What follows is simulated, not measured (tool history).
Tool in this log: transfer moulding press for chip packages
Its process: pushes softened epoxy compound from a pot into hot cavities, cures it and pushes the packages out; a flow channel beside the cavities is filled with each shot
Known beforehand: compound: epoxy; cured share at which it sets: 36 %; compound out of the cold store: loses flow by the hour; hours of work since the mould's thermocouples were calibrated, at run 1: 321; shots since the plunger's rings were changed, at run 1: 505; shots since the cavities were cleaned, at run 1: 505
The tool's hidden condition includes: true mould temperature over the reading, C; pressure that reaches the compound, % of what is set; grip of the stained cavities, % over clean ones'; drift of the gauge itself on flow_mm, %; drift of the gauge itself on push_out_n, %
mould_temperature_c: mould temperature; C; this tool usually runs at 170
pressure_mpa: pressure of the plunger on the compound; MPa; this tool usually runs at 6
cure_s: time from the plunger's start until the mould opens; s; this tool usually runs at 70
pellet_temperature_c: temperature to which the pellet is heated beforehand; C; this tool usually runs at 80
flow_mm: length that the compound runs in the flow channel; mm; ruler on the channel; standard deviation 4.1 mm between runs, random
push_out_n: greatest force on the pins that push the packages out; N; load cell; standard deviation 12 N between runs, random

run	hour	mould_temperature_c	pressure_mpa	cure_s	pellet_temperature_c	hours of work since the mould's thermocouples were calibrated	shots since the plunger's rings were changed	shots since the cavities were cleaned	incoming compound's hours out of the cold store	flow_mm	push_out_n
1	0	170	6	70	80	321	505	505	15.4	685	1040
2	7	170	6	63	80	324	587	587	10.3	701	1592
3	22.4	170	6	63	80	332	769	769	40.4	642	1537
4	31.7	175	6	70	80	337	879	879	13.3	677	887
# hour 38.8: cavities cleaned with cleaning compound and waxed
5	45	170	6	70	72	343	1017	72	16.7	680	728
6	57.7	170	6	70	72	350	1168	223	12.7	686	958
7	68.2	170	6	70	72	355	1291	346	32.5	652	982
8	80.4	170	6	70	80	362	1435	490	23.5	668	1054
9	95.3	170	6	70	80	369	1610	665	45	630	1107
10	111.3	170	6	70	80	377	1799	854	27.8	656	1222
# hour 120.1: cavities cleaned with cleaning compound and waxed
11	123.3	170	4.57	70	80	383	1923	37	30.8	568	663
12	134	170	6	70	86	388	2050	164	32.1	635	797
13	147.5	170	6	70	80	395	2208	322	40.6	629	920
14	159.4	170	6	70	80	402	2349	463	45.3	624	965
15	166.6	172	4.75	59	80	405	2434	548	21.3	580	1520
16	182.5	172	4.75	59	80	414	2621	735	47.8	538	1545
17	194.1	172	4.75	59	80	420	2758	872	39.5	544	1649
# hour 201.7: cavities cleaned with cleaning compound and waxed
18	209.2	170	6	82	80	427	2919	90	24.2	648	540
19	221.9	170	6	74	82	433	3068	239	28.3	642	742
20	230	170	4.9	74	88	437	3163	334	12.4	599	832
21	246.3	163	4.75	57	89	446	3355	526	33.3	572	2691
22	259.3	170	7.42	88	83	452	3509	680	30.2	700	706
23	271.2	170	7.16	60	71	459	3649	820	37.4	681	1928
# hour 282.5: cavities cleaned with cleaning compound and waxed
24	288.2	170	6	105	81	467	3832	67	21	643	418
25	302.6	176	6	70	80	474	4002	237	24.7	625	600
26	310.4	176	6	70	80	478	4094	329	22.1	631	653
27	319.5	176	5.31	70	80	483	4202	437	22.8	592	713

Expected results for the next run?
28	330.3	170	7.42	104	86	488	4329	564	16.4	?	?

Logged for run 28: flow_mm 719 mm, push_out_n 667 N.
Minus the tool's unlogged condition, the same run would have read flow_mm 764 mm, push_out_n 366 N.
